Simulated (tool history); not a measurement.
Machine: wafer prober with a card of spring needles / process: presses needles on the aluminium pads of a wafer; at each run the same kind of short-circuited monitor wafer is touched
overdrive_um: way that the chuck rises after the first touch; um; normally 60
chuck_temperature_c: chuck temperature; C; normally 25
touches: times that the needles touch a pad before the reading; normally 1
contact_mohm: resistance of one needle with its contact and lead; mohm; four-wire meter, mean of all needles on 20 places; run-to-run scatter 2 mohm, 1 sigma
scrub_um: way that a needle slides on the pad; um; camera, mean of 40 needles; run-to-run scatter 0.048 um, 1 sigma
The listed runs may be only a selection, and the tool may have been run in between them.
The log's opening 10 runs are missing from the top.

| run | day | overdrive_um | chuck_temperature_c | touches | contact_mohm | scrub_um |
|---|---|---|---|---|---|---|
|  | 4.958 | tips cleaned on abrasive film |
|  | 5.338 | tips cleaned on abrasive film |
| 11 | 5.638 | 60 | 31 | 1 | 322 | 13.32 |
|  | 5.708 | tips cleaned on abrasive film |
|  | 6.088 | tips cleaned on abrasive film |
| 12 | 6.354 | 66 | 25 | 1 | 304 | 14.52 |
|  | 6.467 | tips cleaned on abrasive film |
|  | 6.825 | tips cleaned on abrasive film |
| 13 | 7.079 | 66 | 25 | 1 | 299 | 14.53 |
|  | 7.212 | tips cleaned on abrasive film |
| 14 | 7.496 | 70 | 25 | 1 | 295 | 15.47 |
|  | 7.567 | tips cleaned on abrasive film |
|  | 7.917 | tips cleaned on abrasive film |
| 15 | 8.067 | 60 | 25 | 1 | 297 | 13.17 |
|  | 8.308 | tips cleaned on abrasive film |
| 16 | 8.542 | 60 | 76 | 1 | 319 | 13.20 |
|  | 8.671 | tips cleaned on abrasive film |
|  | 9.033 | tips cleaned on abrasive film |
| 17 | 9.283 | 60 | 76 | 1 | 328 | 13.05 |
|  | 9.421 | tips cleaned on abrasive film |
|  | 9.812 | tips cleaned on abrasive film |
| 18 | 10.071 | 77 | 25 | 2 | 257 | 17.04 |
|  | 10.221 | tips cleaned on abrasive film |
|  | 10.571 | tips cleaned on abrasive film |
| 19 | 10.688 | 60 | 25 | 2 | 255 | 13.08 |
|  | 10.746 | height of the first contact set anew |
|  | 10.954 | tips cleaned on abrasive film |
| 20 | 11.279 | 60 | 25 | 2 | 284 | 13.62 |
|  | 11.350 | tips cleaned on abrasive film |
|  | 11.729 | tips cleaned on abrasive film |
| 21 | 11.767 | 60 | 25 | 2 | 239 | 13.57 |
|  | 12.088 | tips cleaned on abrasive film |
| 22 | 12.417 | 60 | 25 | 2 | 290 | 13.54 |
|  | 12.458 | tips cleaned on abrasive film |
|  | 12.808 | tips cleaned on abrasive film |
| 23 | 13.071 | 60 | 60 | 2 | 284 | 13.48 |
|  | 13.188 | tips cleaned on abrasive film |
|  | 13.562 | tips cleaned on abrasive film |
| 24 | 13.854 | 73 | 107 | 1 | 303 | 16.49 |
|  | 13.967 | tips cleaned on abrasive film |
| 25 | 14.271 | 73 | 101 | 1 | 303 | 16.44 |
|  | 14.333 | tips cleaned on abrasive film |
| 26 | 14.650 | 73 | 101 | 1 | 306 | 16.44 |
|  | 14.692 | tips cleaned on abrasive film |
|  | 15.054 | tips cleaned on abrasive film |
| 27 | 15.150 | 73 | 101 | 1 | 273 | 16.46 |
|  | 15.404 | tips cleaned on abrasive film |
|  | 15.804 | tips cleaned on abrasive film |
| 28 | 15.946 | 73 | 101 | 1 | 279 | 16.44 |
|  | 16.154 | tips cleaned on abrasive film |
|  | 16.512 | tips cleaned on abrasive film |
| 29 | 16.554 | 73 | 101 | 1 | 254 | 16.39 |
|  | 16.917 | tips cleaned on abrasive film |
| 30 | 16.992 | 73 | 101 | 1 | 270 | 16.35 |

Predict each of these 5 candidate next runs independently; none follows another, all start after run 30:
|  | 17.304 | tips cleaned on abrasive film |
| A | 17.538 | 46 | 56 | 2 | ? | ? |
|  | 17.304 | tips cleaned on abrasive film |
| B | 17.538 | 60 | 25 | 1 | ? | ? |
|  | 17.304 | tips cleaned on abrasive film |
| C | 17.538 | 72 | 51 | 2 | ? | ? |
|  | 17.304 | tips cleaned on abrasive film |
| D | 17.538 | 68 | 83 | 1 | ? | ? |
|  | 17.304 | tips cleaned on abrasive film |
| E | 17.538 | 73 | 52 | 1 | ? | ? |

| run | contact_mohm | scrub_um |
|---|---|---|
| A | 322 | 10.18 |
| B | 315 | 13.42 |
| C | 262 | 16.04 |
| D | 304 | 15.06 |
| E | 286 | 16.33 |
Take away the tool's hidden state, keep each run's random variation, and the runs would have read:
| run | contact_mohm | scrub_um |
|---|---|---|
| A | 233 | 10.47 |
| B | 221 | 13.71 |
| C | 223 | 16.33 |
| D | 235 | 15.35 |
| E | 223 | 16.62 |

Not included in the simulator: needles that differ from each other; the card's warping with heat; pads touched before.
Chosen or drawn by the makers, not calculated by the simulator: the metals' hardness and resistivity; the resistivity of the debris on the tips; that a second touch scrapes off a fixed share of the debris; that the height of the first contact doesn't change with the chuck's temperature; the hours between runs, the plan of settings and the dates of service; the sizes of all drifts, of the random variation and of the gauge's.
